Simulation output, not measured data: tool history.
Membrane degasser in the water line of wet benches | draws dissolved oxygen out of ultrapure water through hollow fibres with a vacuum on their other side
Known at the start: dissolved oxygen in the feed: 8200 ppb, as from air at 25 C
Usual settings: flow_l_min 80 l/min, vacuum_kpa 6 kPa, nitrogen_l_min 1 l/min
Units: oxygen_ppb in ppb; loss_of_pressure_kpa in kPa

Run 1, hour 0: usual settings. Result: oxygen_ppb 515.1 ppb, loss_of_pressure_kpa 64.08 kPa.
Run 2, hour 41.6: usual settings. Result: oxygen_ppb 527.5 ppb, loss_of_pressure_kpa 63.99 kPa.
Run 3, hour 108.3: usual settings. Result: oxygen_ppb 520.5 ppb, loss_of_pressure_kpa 64.32 kPa.
Run 4, hour 159.5: usual settings but vacuum_kpa 3.7 kPa. Result: oxygen_ppb 237.8 ppb, loss_of_pressure_kpa 64.38 kPa.
Run 5, hour 246.3: usual settings but vacuum_kpa 3.7 kPa. Result: oxygen_ppb 240.7 ppb, loss_of_pressure_kpa 64.08 kPa.
Run 6, hour 313.4: usual settings. Result: oxygen_ppb 515.5 ppb, loss_of_pressure_kpa 64.2 kPa.
Run 7, hour 384.8: usual settings. Result: oxygen_ppb 523.8 ppb, loss_of_pressure_kpa 63.66 kPa.
Run 8, hour 465.1: usual settings. Result: oxygen_ppb 519.7 ppb, loss_of_pressure_kpa 64.44 kPa.
Run 9, hour 555.2: usual settings. Result: oxygen_ppb 526.7 ppb, loss_of_pressure_kpa 64.34 kPa.
Run 10, hour 622.6: usual settings. Result: oxygen_ppb 522.2 ppb, loss_of_pressure_kpa 64.03 kPa.
Run 11, hour 665.4: usual settings. Result: oxygen_ppb 527.7 ppb, loss_of_pressure_kpa 64.07 kPa.
Run 12, hour 737: usual settings. Result: oxygen_ppb 530.7 ppb, loss_of_pressure_kpa 64.33 kPa.
Run 13, hour 787: usual settings but flow_l_min 49 l/min. Result: oxygen_ppb 290.1 ppb, loss_of_pressure_kpa 39.43 kPa.
Run 14, hour 870: usual settings. Result: oxygen_ppb 538.9 ppb, loss_of_pressure_kpa 64.55 kPa.
Run 15, hour 950.9: usual settings. Result: oxygen_ppb 523.8 ppb, loss_of_pressure_kpa 64.17 kPa.
Run 16, hour 1003.1: usual settings. Result: oxygen_ppb 528.8 ppb, loss_of_pressure_kpa 64.13 kPa.
Run 17, hour 1047: usual settings. Result: oxygen_ppb 534.4 ppb, loss_of_pressure_kpa 64.53 kPa.
Run 18, hour 1096.2: usual settings but vacuum_kpa 8.28 kPa, nitrogen_l_min 0.4 l/min. Result: oxygen_ppb 1176.3 ppb, loss_of_pressure_kpa 64.4 kPa.
Run 19, hour 1134.7: usual settings but flow_l_min 84 l/min, vacuum_kpa 14.51 kPa, nitrogen_l_min 2.76 l/min. Result: oxygen_ppb 850.5 ppb, loss_of_pressure_kpa 67.29 kPa.
Run 20, hour 1224.4: usual settings but flow_l_min 50 l/min, vacuum_kpa 7.71 kPa, nitrogen_l_min 0.91 l/min. Result: oxygen_ppb 477.8 ppb, loss_of_pressure_kpa 40.17 kPa.
Run 21, hour 1281.2: usual settings but flow_l_min 85 l/min, vacuum_kpa 9.18 kPa, nitrogen_l_min 1.86 l/min. Result: oxygen_ppb 679.5 ppb, loss_of_pressure_kpa 68.68 kPa.
At hour 1304.6: seals of the vacuum lines changed.
Run 22, hour 1370.4: usual settings but flow_l_min 112 l/min, vacuum_kpa 3.83 kPa, nitrogen_l_min 1.35 l/min. Result: oxygen_ppb 533.4 ppb, loss_of_pressure_kpa 90.29 kPa.
Run 23, hour 1416.4: usual settings but flow_l_min 121 l/min, vacuum_kpa 4.13 kPa. Result: oxygen_ppb 690.3 ppb, loss_of_pressure_kpa 97.62 kPa.
Run 24, hour 1480.7: usual settings but flow_l_min 113 l/min, vacuum_kpa 3.93 kPa. Result: oxygen_ppb 583.1 ppb, loss_of_pressure_kpa 91.17 kPa.
Run 25, hour 1554: usual settings but flow_l_min 101 l/min, nitrogen_l_min 2.95 l/min. Result: oxygen_ppb 519 ppb, loss_of_pressure_kpa 81.71 kPa.
Run 26, hour 1619: usual settings but flow_l_min 114 l/min, vacuum_kpa 5.4 kPa, nitrogen_l_min 0.4 l/min. Result: oxygen_ppb 1003.2 ppb, loss_of_pressure_kpa 91.2 kPa.
Run 27, hour 1703.2: usual settings but flow_l_min 114 l/min, vacuum_kpa 5.4 kPa, nitrogen_l_min 0.4 l/min. Result: oxygen_ppb 1001.5 ppb, loss_of_pressure_kpa 92.11 kPa.
Run 28, hour 1750.1: usual settings but flow_l_min 51 l/min, vacuum_kpa 10.14 kPa. Result: oxygen_ppb 685.7 ppb, loss_of_pressure_kpa 40.92 kPa.
Run 29, hour 1813.6: usual settings but vacuum_kpa 7.26 kPa. Result: oxygen_ppb 690.1 ppb, loss_of_pressure_kpa 64.38 kPa.
Run 30, hour 1878: usual settings but vacuum_kpa 7.26 kPa. Result: oxygen_ppb 706.3 ppb, loss_of_pressure_kpa 64.67 kPa.
Run 31, hour 1952.7: usual settings but vacuum_kpa 7.26 kPa, nitrogen_l_min 2.75 l/min. Result: oxygen_ppb 403.5 ppb, loss_of_pressure_kpa 64.41 kPa.
Run 32, hour 2025.1: usual settings but flow_l_min 64 l/min. Result: oxygen_ppb 397.3 ppb, loss_of_pressure_kpa 51.34 kPa.
Run 33, hour 2068.8: usual settings but flow_l_min 99 l/min, vacuum_kpa 12.35 kPa, nitrogen_l_min 0.8 l/min. Result: oxygen_ppb 1678.1 ppb, loss_of_pressure_kpa 79.74 kPa.

Forecast each of these 3 alternatives for the next run:
Run A, hour 2113.7: usual settings but flow_l_min 86 l/min, vacuum_kpa 5.62 kPa, nitrogen_l_min 0.7 l/min. Result: oxygen_ppb ?, loss_of_pressure_kpa ?.
Run B, hour 2113.7: usual settings but flow_l_min 79 l/min, vacuum_kpa 12.86 kPa, nitrogen_l_min 0.41 l/min. Result: oxygen_ppb ?, loss_of_pressure_kpa ?.
Run C, hour 2113.7: usual settings but flow_l_min 99 l/min, nitrogen_l_min 0.97 l/min. Result: oxygen_ppb ?, loss_of_pressure_kpa ?.

run  oxygen_ppb  loss_of_pressure_kpa
  A       636.8                 69.93
  B      2011.6                 63.59
  C         750                 80.28
Without the tool's hidden state the same runs would have given:
run  oxygen_ppb  loss_of_pressure_kpa
  A       582.8                 67.86
  B      1966.7                 61.71
  C       692.8                  77.9

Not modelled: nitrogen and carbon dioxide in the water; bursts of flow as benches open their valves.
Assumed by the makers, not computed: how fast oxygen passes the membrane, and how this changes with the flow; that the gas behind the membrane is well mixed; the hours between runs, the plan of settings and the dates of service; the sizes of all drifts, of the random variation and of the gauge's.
